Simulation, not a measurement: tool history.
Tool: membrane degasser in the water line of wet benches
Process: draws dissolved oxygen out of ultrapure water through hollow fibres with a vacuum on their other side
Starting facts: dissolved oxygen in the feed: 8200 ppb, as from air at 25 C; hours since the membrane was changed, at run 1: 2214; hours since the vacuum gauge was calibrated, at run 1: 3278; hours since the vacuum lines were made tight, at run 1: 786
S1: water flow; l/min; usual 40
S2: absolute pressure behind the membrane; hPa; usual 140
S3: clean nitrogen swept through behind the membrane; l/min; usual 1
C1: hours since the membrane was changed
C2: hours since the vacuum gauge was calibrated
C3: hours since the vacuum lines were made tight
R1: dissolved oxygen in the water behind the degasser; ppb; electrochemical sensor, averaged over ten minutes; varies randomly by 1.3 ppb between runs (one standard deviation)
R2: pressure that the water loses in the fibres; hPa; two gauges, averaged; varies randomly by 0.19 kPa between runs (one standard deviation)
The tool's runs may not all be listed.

run,hour,S1,S2,S3,C1,C2,C3,R1,R2
1,0,40,140,1,2214,3278,786,814.2,408.9
2,42.1,40,140,1,2256,3320,828,815.7,405.7
3,92.7,40,140,1,2307,3371,879,815.1,407.5
4,117.5,40,180,1,2332,3396,904,1078.1,407.2
5,177.1,40,180,1,2391,3455,963,1077.5,409.5
6,208.9,40,180,1,2423,3487,995,1076.5,409
7,242,40,140,1,2456,3520,1028,817.7,404.2
8,271.7,40,140,1,2486,3550,1058,815.8,408.9
9,313.5,40,140,2.22,2528,3592,1100,433.6,412.3
10,366.3,40,140,2.22,2581,3644,1152,433.3,403.8
11,400.5,40,313,1,2615,3679,1187,1852.8,411.4
12,454.3,40,313,1,2668,3732,1240,1847.6,408.3
# hour 458.3: vacuum gauge calibrated
13,485.2,40,140,1,2699,27,1271,822.2,409.4
14,519.9,41,140,1,2734,62,1306,834.7,419.7
15,578.3,26,140,1,2792,120,1364,587.3,267.7
16,633.3,26,140,1,2847,175,1419,587.6,265.4
# hour 663: vacuum gauge calibrated, once more
17,685.8,26,140,1,2899,23,1471,575.7,264.9
18,715.1,29,295,1.17,2928,52,1500,1240,301.5
19,766.7,40,207,1,2980,104,1552,1236.9,411.7
20,813.9,40,207,1,3027,151,1599,1241.8,413.9
21,867.1,40,207,1,3080,204,1652,1241.6,412.5
22,895.8,40,207,1,3109,233,1681,1241.6,410.3
23,946,40,216,1,3159,283,1731,1290.5,413.3
24,982.6,34,264,1.31,3196,320,1768,1153.6,351.4
25,1039.6,25,176,1.06,3253,377,1825,695.1,259.9
26,1091.1,25,176,0.42,3304,428,1876,1362.8,258.3
27,1143.3,54,175,2.78,3356,480,1928,602.1,560.6
28,1175.7,34,293,1,3389,513,1961,1550.9,353.6
29,1208,28,94,1.15,3421,545,1993,323.7,292.2
30,1250.7,36,136,2.56,3464,588,2036,334.6,377.2
31,1289.5,36,136,2.56,3503,627,2075,335.3,373.1
32,1320.5,38,140,1,3534,657,2106,775.5,391.2

Forecast each of these 3 alternatives for the next run:
A,1346.6,40,168,1.11,3560,684,2132,?,?
B,1346.6,45,140,1,3560,684,2132,?,?
C,1346.6,28,129,0.8,3560,684,2132,?,?

run,R1,R2
A,922.8,418.1
B,884.8,469.4
C,659.6,289.7
Had the tool no hidden state, the same runs would have come out as:
run,R1,R2
A,916.2,395.4
B,878.7,443.7
C,654.4,273.8
